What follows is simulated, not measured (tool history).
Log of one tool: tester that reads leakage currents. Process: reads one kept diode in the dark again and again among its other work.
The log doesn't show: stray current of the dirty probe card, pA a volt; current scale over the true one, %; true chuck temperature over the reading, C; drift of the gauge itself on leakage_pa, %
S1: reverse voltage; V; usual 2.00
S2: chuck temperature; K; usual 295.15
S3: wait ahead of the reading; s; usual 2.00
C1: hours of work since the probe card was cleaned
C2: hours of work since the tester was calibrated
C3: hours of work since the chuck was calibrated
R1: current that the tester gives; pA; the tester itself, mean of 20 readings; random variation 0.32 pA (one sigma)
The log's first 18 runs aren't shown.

run,hour,S1,S2,S3,C1,C2,C3,R1
19,3911.5,2.00,295.15,2.00,3462,1595,554,103.56
20,4049.5,10.80,295.15,2.00,3518,1651,610,182.27
21,4212.9,1.17,295.15,2.79,3585,1718,676,86.37
22,4434.0,1.17,295.15,2.79,3675,1808,767,86.13
23,4725.8,11.27,295.15,1.57,3794,1927,886,184.84
# hour 4898.4: probe card cleaned and baked
24,4987.9,5.20,295.15,5.34,37,2033,991,135.05
25,5271.4,5.20,295.15,5.34,152,2148,1107,133.95
26,5459.6,5.20,295.15,5.34,229,2225,1184,134.30
27,5637.3,13.23,295.15,0.61,301,2298,1256,186.34
28,5845.1,1.98,301.15,2.00,386,2383,1341,168.26
29,6102.6,1.98,332.15,2.00,491,2488,1446,2015.20
30,6281.3,16.46,332.15,1.18,564,2561,1519,3906.16
31,6436.5,16.46,332.15,4.22,627,2624,1582,3892.34
# hour 6582.7: chuck's temperature calibrated
32,6582.7,3.03,295.15,2.00,686,2683,0,117.78
33,6731.0,2.03,301.15,0.49,747,2743,61,176.99
34,6975.4,3.99,310.15,0.49,847,2843,160,472.24
# hour 7068.1: tester calibrated
35,7226.2,18.79,296.15,2.15,948,64,262,236.72
36,7381.1,18.79,296.15,2.15,1011,128,325,236.94
37,7505.8,3.16,296.15,3.61,1062,179,376,131.86
38,7643.3,3.09,294.15,3.65,1118,235,432,108.96
39,7896.4,3.09,294.15,3.65,1221,338,535,108.46

Forecast each of these 3 alternatives for the next run:
A,8149.9,4.79,294.15,7.06,1325,441,639,?
B,8149.9,2.51,295.15,0.72,1325,441,639,?
C,8149.9,1.59,302.15,0.67,1325,441,639,?

run,R1
A,124.94
B,110.77
C,180.25
Without the tool's hidden state the same runs would have given:
run,R1
A,128.21
B,114.14
C,186.23
